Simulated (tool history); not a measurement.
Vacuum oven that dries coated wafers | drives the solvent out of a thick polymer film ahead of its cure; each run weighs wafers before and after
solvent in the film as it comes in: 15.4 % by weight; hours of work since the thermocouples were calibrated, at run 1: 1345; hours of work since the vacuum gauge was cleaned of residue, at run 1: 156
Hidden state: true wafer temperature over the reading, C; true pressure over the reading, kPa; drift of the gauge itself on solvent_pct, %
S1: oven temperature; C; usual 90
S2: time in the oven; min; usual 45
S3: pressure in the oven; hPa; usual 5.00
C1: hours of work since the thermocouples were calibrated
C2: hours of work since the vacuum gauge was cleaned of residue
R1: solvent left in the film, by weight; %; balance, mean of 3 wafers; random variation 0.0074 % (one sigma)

run,hour,S1,S2,S3,C1,C2,R1
1,0.0,90,45,5.00,1345,156,0.665
2,27.5,90,45,5.00,1365,175,0.690
# hour 45.9: oven's thermocouples calibrated
3,64.1,90,45,8.08,13,200,0.864
4,95.0,95,45,5.00,35,222,0.415
5,126.2,95,45,5.00,57,244,0.405
6,141.6,90,54,5.00,68,255,0.518
7,161.1,90,45,5.60,81,268,0.795
8,196.6,90,45,16.37,106,294,1.119
9,211.8,90,45,7.53,117,304,0.857
10,239.1,90,45,7.53,136,324,0.840
11,275.2,90,45,6.97,162,349,0.841
12,310.8,90,45,5.00,187,374,0.758
13,331.1,90,45,3.64,201,388,0.733
14,350.8,90,45,3.64,215,402,0.719
15,370.2,90,45,3.64,229,416,0.729
16,391.3,90,45,3.64,244,431,0.720
17,407.9,90,45,3.64,256,443,0.719
18,436.2,90,45,7.65,276,463,0.852
19,468.3,90,45,5.00,298,485,0.779
20,503.5,90,45,5.00,323,510,0.774
21,532.5,90,45,5.00,344,531,0.782
22,551.8,90,35,5.00,357,544,1.321
23,583.9,90,45,8.79,380,567,0.884
24,609.2,96,26,7.67,398,585,1.340
25,629.8,96,71,5.03,412,599,0.191
26,651.1,96,71,5.03,427,614,0.205
27,668.3,96,28,5.03,439,627,1.113
28,693.9,104,28,4.87,458,645,0.398
# hour 697.9: vacuum gauge cleaned of residue and calibrated
29,718.2,101,68,3.53,474,14,0.158
30,752.5,101,68,3.53,498,39,0.130
31,774.3,98,33,2.78,513,54,0.558
32,799.2,76,45,6.09,531,71,3.141
33,826.9,76,45,6.09,550,91,3.126
34,855.4,79,55,4.98,570,111,1.767
35,872.0,79,55,4.98,582,123,1.761
# hour 894.5: vacuum gauge cleaned of residue and calibrated, once more
36,903.8,79,55,4.98,604,7,1.608
37,934.0,79,55,4.98,625,28,1.606
38,970.1,79,55,4.98,650,53,1.632
39,984.9,90,45,9.77,661,64,0.811
40,1004.7,75,61,10.35,675,78,2.273
41,1036.9,97,61,10.35,698,101,0.291
42,1058.2,83,31,2.60,713,116,2.787
43,1091.8,92,45,5.00,736,139,0.522
44,1116.6,92,45,5.00,754,157,0.523
45,1142.5,79,45,6.93,772,175,2.351
46,1169.4,79,45,6.93,791,194,2.347

Hidden state or all else? Some run-to-run changes of R1, split into what the settings, what came in and random variation would give without the hidden state, and what is left for the hidden state (with any gauge scatter that isn't in both results):
Run 31 -> 32: S1 98 -> 76, S2 33 -> 45, S3 2.78 -> 6.09. R1 +2.583 %: hidden state -0.059, all else +2.642.
Run 35 -> 36: vacuum gauge cleaned of residue and calibrated, once more. R1 -0.153 %: hidden state -0.147, all else -0.006.
Run 40 -> 41: S1 75 -> 97. R1 -1.982 %: hidden state +0.177, all else -2.159.
Run 41 -> 42: S1 97 -> 83, S2 61 -> 31, S3 10.35 -> 2.60. R1 +2.496 %: hidden state -0.199, all else +2.695.
Run 42 -> 43: S1 83 -> 92, S2 31 -> 45, S3 2.60 -> 5.00. R1 -2.265 %: hidden state +0.145, all else -2.410.
